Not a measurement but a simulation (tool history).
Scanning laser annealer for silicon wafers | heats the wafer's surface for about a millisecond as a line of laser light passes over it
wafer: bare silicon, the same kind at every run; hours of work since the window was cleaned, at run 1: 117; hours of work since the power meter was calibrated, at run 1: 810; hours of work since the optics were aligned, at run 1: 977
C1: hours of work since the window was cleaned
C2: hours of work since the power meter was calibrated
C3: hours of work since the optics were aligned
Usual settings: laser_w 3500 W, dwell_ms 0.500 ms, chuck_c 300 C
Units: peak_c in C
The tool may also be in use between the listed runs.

Run 1, hour 0.0: usual settings; C1 117; C2 810; C3 977. Result: peak_c 1008 C.
Run 2, hour 40.0: usual settings; C1 138; C2 831; C3 998. Result: peak_c 1004 C.
Run 3, hour 80.9: usual settings; C1 159; C2 852; C3 1019. Result: peak_c 1004 C.
Run 4, hour 129.0: usual settings but laser_w 3703 W; C1 184; C2 877; C3 1044. Result: peak_c 1050 C.
Run 5, hour 180.5: usual settings but laser_w 3703 W; C1 211; C2 904; C3 1071. Result: peak_c 1047 C.
Run 6, hour 222.3: usual settings but laser_w 3703 W; C1 233; C2 926; C3 1093. Result: peak_c 1045 C.
Run 7, hour 269.1: usual settings but dwell_ms 0.569 ms; C1 258; C2 951; C3 1117. Result: peak_c 1049 C.
Run 8, hour 301.9: usual settings but dwell_ms 0.569 ms; C1 275; C2 968; C3 1135. Result: peak_c 1048 C.
At hour 310.9: optics aligned, line set to its width.
Run 9, hour 358.3: usual settings; C1 302; C2 995; C3 25. Result: peak_c 986 C.
Run 10, hour 387.4: usual settings; C1 317; C2 1010; C3 40. Result: peak_c 991 C.
Run 11, hour 419.0: usual settings but dwell_ms 0.362 ms; C1 334; C2 1027; C3 57. Result: peak_c 869 C.
Run 12, hour 442.7: usual settings but dwell_ms 0.362 ms; C1 346; C2 1039; C3 69. Result: peak_c 870 C.
Run 13, hour 494.5: usual settings but laser_w 3775 W, dwell_ms 0.569 ms, chuck_c 321 C; C1 373; C2 1066; C3 96. Result: peak_c 1126 C.
At hour 523.9: optics aligned, line set to its width, once more.
Run 14, hour 537.8: usual settings but laser_w 3648 W, dwell_ms 0.446 ms, chuck_c 279 C; C1 393; C2 1086; C3 7. Result: peak_c 959 C.
Run 15, hour 591.6: usual settings but laser_w 3605 W, chuck_c 275 C; C1 421; C2 1114; C3 35. Result: peak_c 990 C.
Run 16, hour 615.6: usual settings but laser_w 3206 W, chuck_c 309 C; C1 434; C2 1127; C3 48. Result: peak_c 932 C.

The next listed run, before its measurement:
Run 17, hour 649.9: usual settings but laser_w 3609 W, dwell_ms 0.353 ms, chuck_c 271 C; C1 452; C2 1145; C3 66. Result: peak_c ?.

peak_c: 851 C
Without the tool's hidden state the same run would have given peak_c 875 C.
